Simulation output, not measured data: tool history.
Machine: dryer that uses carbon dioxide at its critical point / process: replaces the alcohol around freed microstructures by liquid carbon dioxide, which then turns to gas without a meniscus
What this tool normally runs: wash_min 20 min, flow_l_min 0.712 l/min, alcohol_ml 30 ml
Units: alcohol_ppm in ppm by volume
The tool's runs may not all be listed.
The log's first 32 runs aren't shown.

| run | day | wash_min | flow_l_min | alcohol_ml | hours of work since the filter was changed | hours of work since the purifier's bed was changed | alcohol_ppm |
|---|---|---|---|---|---|---|---|
| 33 | 28.704 | 19 | 0.817 | 30 | 247 | 471 | 69 |
| 34 | 29.938 | 19 | 0.817 | 30 | 264 | 488 | 71 |
| 35 | 31.312 | 29 | 0.527 | 97 | 283 | 507 | 137 |
| 36 | 32.554 | 29 | 0.527 | 97 | 301 | 525 | 150 |
|  | 32.692 | inlet filter changed |
| 37 | 33.271 | 29 | 0.527 | 97 | 8 | 534 | 98 |
| 38 | 34.379 | 22 | 0.748 | 38 | 24 | 550 | 69 |
| 39 | 35.267 | 20 | 0.712 | 23 | 36 | 562 | 63 |
| 40 | 36.212 | 20 | 0.712 | 23 | 49 | 575 | 70 |
| 41 | 37.425 | 20 | 1.158 | 23 | 66 | 592 | 55 |
| 42 | 38.838 | 20 | 1.158 | 23 | 86 | 612 | 58 |

5 options for the next run, each taken on its own from the tool as it stands now. Forecast them:
| A | 40.083 | 20 | 0.67 | 23 | 104 | 630 | ? |
| B | 40.083 | 23 | 0.675 | 23 | 104 | 630 | ? |
| C | 40.083 | 22 | 1.134 | 86 | 104 | 630 | ? |
| D | 40.083 | 19 | 0.9 | 94 | 104 | 630 | ? |
| E | 40.083 | 13 | 0.622 | 104 | 104 | 630 | ? |

| run | alcohol_ppm |
|---|---|
| A | 90 |
| B | 64 |
| C | 62 |
| D | 78 |
| E | 1497 |
With the hidden condition removed and each run's random variation left untouched, the same runs would have given:
| run | alcohol_ppm |
|---|---|
| A | 32 |
| B | 9 |
| C | 9 |
| D | 20 |
| E | 1260 |
